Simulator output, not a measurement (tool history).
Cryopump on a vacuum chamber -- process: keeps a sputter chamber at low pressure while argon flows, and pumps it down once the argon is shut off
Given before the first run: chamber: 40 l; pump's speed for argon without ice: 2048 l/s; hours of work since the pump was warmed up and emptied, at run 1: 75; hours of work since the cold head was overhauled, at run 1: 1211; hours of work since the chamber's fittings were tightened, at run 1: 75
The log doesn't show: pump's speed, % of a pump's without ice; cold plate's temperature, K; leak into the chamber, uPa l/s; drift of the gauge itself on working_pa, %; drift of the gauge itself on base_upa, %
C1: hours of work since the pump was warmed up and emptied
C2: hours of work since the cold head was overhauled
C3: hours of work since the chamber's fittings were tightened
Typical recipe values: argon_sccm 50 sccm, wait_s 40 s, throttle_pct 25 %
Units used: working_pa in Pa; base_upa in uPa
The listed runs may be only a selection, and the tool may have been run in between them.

run 1 hour=0.0 | argon_sccm=50 wait_s=40 throttle_pct=25 | C1=75 C2=1211 C3=75 | working_pa=0.1669 base_upa=0.96
run 2 hour=46.1 | argon_sccm=50 wait_s=34 throttle_pct=25 | C1=111 C2=1247 C3=111 | working_pa=0.1667 base_upa=1.04
run 3 hour=147.2 | argon_sccm=50 wait_s=34 throttle_pct=25 | C1=189 C2=1325 C3=189 | working_pa=0.1671 base_upa=1.08
run 4 hour=204.5 | argon_sccm=50 wait_s=25 throttle_pct=25 | C1=234 C2=1369 C3=234 | working_pa=0.1681 base_upa=1.54
run 5 hour=314.8 | argon_sccm=50 wait_s=25 throttle_pct=25 | C1=319 C2=1455 C3=319 | working_pa=0.1693 base_upa=1.58
run 6 hour=417.2 | argon_sccm=50 wait_s=40 throttle_pct=25 | C1=399 C2=1534 C3=399 | working_pa=0.1693 base_upa=1.19
run 7 hour=505.1 | argon_sccm=50 wait_s=40 throttle_pct=25 | C1=467 C2=1603 C3=467 | working_pa=0.1691 base_upa=1.17
run 8 hour=570.8 | argon_sccm=50 wait_s=40 throttle_pct=25 | C1=518 C2=1653 C3=518 | working_pa=0.1718 base_upa=1.22
run 9 hour=672.1 | argon_sccm=50 wait_s=40 throttle_pct=25 | C1=596 C2=1732 C3=596 | working_pa=0.1715 base_upa=1.33
run 10 hour=766.8 | argon_sccm=50 wait_s=40 throttle_pct=25 | C1=670 C2=1805 C3=670 | working_pa=0.1727 base_upa=1.36
run 11 hour=856.8 | argon_sccm=50 wait_s=40 throttle_pct=25 | C1=739 C2=1875 C3=739 | working_pa=0.1718 base_upa=1.41
run 12 hour=921.9 | argon_sccm=50 wait_s=40 throttle_pct=25 | C1=790 C2=1926 C3=790 | working_pa=0.1724 base_upa=1.44
run 13 hour=1030.1 | argon_sccm=50 wait_s=40 throttle_pct=25 | C1=874 C2=2009 C3=874 | working_pa=0.1732 base_upa=1.50
run 14 hour=1138.4 | argon_sccm=50 wait_s=40 throttle_pct=25 | C1=958 C2=2093 C3=958 | working_pa=0.1729 base_upa=1.55
run 15 hour=1214.2 | argon_sccm=40 wait_s=28 throttle_pct=31 | C1=1016 C2=2152 C3=1016 | working_pa=0.1153 base_upa=1.92
-- hour=1301.9 pump warmed up, emptied and cooled again
run 16 hour=1302.7 | argon_sccm=40 wait_s=28 throttle_pct=31 | C1=1 C2=2217 C3=1081 | working_pa=0.1076 base_upa=1.87
run 17 hour=1401.0 | argon_sccm=40 wait_s=28 throttle_pct=31 | C1=77 C2=2293 C3=1157 | working_pa=0.1077 base_upa=1.88
run 18 hour=1475.0 | argon_sccm=29 wait_s=40 throttle_pct=55 | C1=134 C2=2350 C3=1215 | working_pa=0.0453 base_upa=1.61
run 19 hour=1546.7 | argon_sccm=29 wait_s=40 throttle_pct=55 | C1=190 C2=2406 C3=1270 | working_pa=0.0451 base_upa=1.64
run 20 hour=1653.6 | argon_sccm=29 wait_s=40 throttle_pct=55 | C1=273 C2=2489 C3=1353 | working_pa=0.0454 base_upa=1.82
run 21 hour=1726.7 | argon_sccm=29 wait_s=40 throttle_pct=55 | C1=329 C2=2546 C3=1410 | working_pa=0.0466 base_upa=1.83
run 22 hour=1825.6 | argon_sccm=50 wait_s=240 throttle_pct=16 | C1=406 C2=2622 C3=1486 | working_pa=0.2622 base_upa=1.21
run 23 hour=1931.5 | argon_sccm=36 wait_s=40 throttle_pct=25 | C1=488 C2=2704 C3=1569 | working_pa=0.1219 base_upa=1.90
run 24 hour=2045.1 | argon_sccm=57 wait_s=110 throttle_pct=16 | C1=576 C2=2792 C3=1657 | working_pa=0.3011 base_upa=1.53
-- hour=2065.8 leaking fittings of the chamber tightened, without venting
run 25 hour=2114.5 | argon_sccm=57 wait_s=110 throttle_pct=16 | C1=628 C2=2845 C3=38 | working_pa=0.3039 base_upa=0.55
run 26 hour=2176.5 | argon_sccm=42 wait_s=35 throttle_pct=41 | C1=676 C2=2893 C3=86 | working_pa=0.0909 base_upa=1.10
run 27 hour=2267.4 | argon_sccm=77 wait_s=59 throttle_pct=20 | C1=747 C2=2963 C3=156 | working_pa=0.3294 base_upa=0.83
run 28 hour=2346.8 | argon_sccm=21 wait_s=246 throttle_pct=18 | C1=808 C2=3025 C3=218 | working_pa=0.1000 base_upa=0.54

What would each run have given without the hidden state, its run-to-run variation left as it was?
run=1 working_pa=0.1653 base_upa=0.88
run=2 working_pa=0.1648 base_upa=0.95
run=3 working_pa=0.1646 base_upa=0.94
run=4 working_pa=0.1654 base_upa=1.36
run=5 working_pa=0.1658 base_upa=1.34
run=6 working_pa=0.1652 base_upa=0.90
run=7 working_pa=0.1644 base_upa=0.84
run=8 working_pa=0.1666 base_upa=0.85
run=9 working_pa=0.1657 base_upa=0.89
run=10 working_pa=0.1662 base_upa=0.87
run=11 working_pa=0.1646 base_upa=0.88
run=12 working_pa=0.1647 base_upa=0.87
run=13 working_pa=0.1647 base_upa=0.86
run=14 working_pa=0.1636 base_upa=0.83
run=15 working_pa=0.1073 base_upa=1.18
run=16 working_pa=0.1062 base_upa=1.20
run=17 working_pa=0.1058 base_upa=1.14
run=18 working_pa=0.0436 base_upa=0.85
run=19 working_pa=0.0431 base_upa=0.84
run=20 working_pa=0.0431 base_upa=0.92
run=21 working_pa=0.0440 base_upa=0.89
run=22 working_pa=0.2569 base_upa=0.24
run=23 working_pa=0.1176 base_upa=0.85
run=24 working_pa=0.2933 base_upa=0.39
run=25 working_pa=0.2956 base_upa=0.44
run=26 working_pa=0.0843 base_upa=0.95
run=27 working_pa=0.3164 base_upa=0.64
run=28 working_pa=0.0962 base_upa=0.28
